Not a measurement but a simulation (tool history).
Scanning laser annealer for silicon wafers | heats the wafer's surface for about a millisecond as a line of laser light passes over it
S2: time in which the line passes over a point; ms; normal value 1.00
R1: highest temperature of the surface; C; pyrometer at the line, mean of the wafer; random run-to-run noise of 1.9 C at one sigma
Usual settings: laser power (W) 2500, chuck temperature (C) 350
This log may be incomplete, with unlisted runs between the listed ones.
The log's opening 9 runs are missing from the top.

{"run": 10, "day": 6.517, "laser power (W)": 2500, "S2": 1.24, "chuck temperature (C)": 350, "R1": 1205}
{"run": 11, "day": 7.092, "laser power (W)": 2500, "S2": 1.24, "chuck temperature (C)": 350, "R1": 1208}
{"run": 12, "day": 7.896, "laser power (W)": 2500, "S2": 1.24, "chuck temperature (C)": 350, "R1": 1206}
{"run": 13, "day": 8.683, "laser power (W)": 2500, "S2": 1.24, "chuck temperature (C)": 350, "R1": 1206}
{"run": 14, "day": 9.562, "laser power (W)": 2500, "S2": 0.78, "chuck temperature (C)": 350, "R1": 1045}
{"run": 15, "day": 10.558, "laser power (W)": 2500, "S2": 1.0, "chuck temperature (C)": 350, "R1": 1128}
{"run": 16, "day": 11.15, "laser power (W)": 2500, "S2": 1.0, "chuck temperature (C)": 350, "R1": 1129}
{"run": 17, "day": 12.15, "laser power (W)": 2500, "S2": 1.0, "chuck temperature (C)": 350, "R1": 1129}
{"run": 18, "day": 13.125, "laser power (W)": 2500, "S2": 1.0, "chuck temperature (C)": 350, "R1": 1126}
{"run": 19, "day": 13.725, "laser power (W)": 2500, "S2": 1.0, "chuck temperature (C)": 350, "R1": 1129}
{"run": 20, "day": 14.604, "laser power (W)": 2142, "S2": 1.0, "chuck temperature (C)": 350, "R1": 986}
{"run": 21, "day": 15.296, "laser power (W)": 2578, "S2": 0.82, "chuck temperature (C)": 343, "R1": 1081}
{"run": 22, "day": 16.375, "laser power (W)": 2500, "S2": 1.0, "chuck temperature (C)": 375, "R1": 1154}
{"run": 23, "day": 16.892, "laser power (W)": 2500, "S2": 1.0, "chuck temperature (C)": 375, "R1": 1151}
{"run": 24, "day": 17.967, "laser power (W)": 2500, "S2": 1.24, "chuck temperature (C)": 358, "R1": 1213}
{"run": 25, "day": 19.021, "laser power (W)": 2500, "S2": 1.24, "chuck temperature (C)": 358, "R1": 1214}
{"run": 26, "day": 20.067, "laser power (W)": 2500, "S2": 1.24, "chuck temperature (C)": 358, "R1": 1211}

Expected results for the next run?
{"run": 27, "day": 21.162, "laser power (W)": 2500, "S2": 1.24, "chuck temperature (C)": 358, "R1": "?"}

Run 27 measured R1 1213 C.
With the hidden condition absent and the run-to-run variation left alone, this run would have shown R1 1214 C.
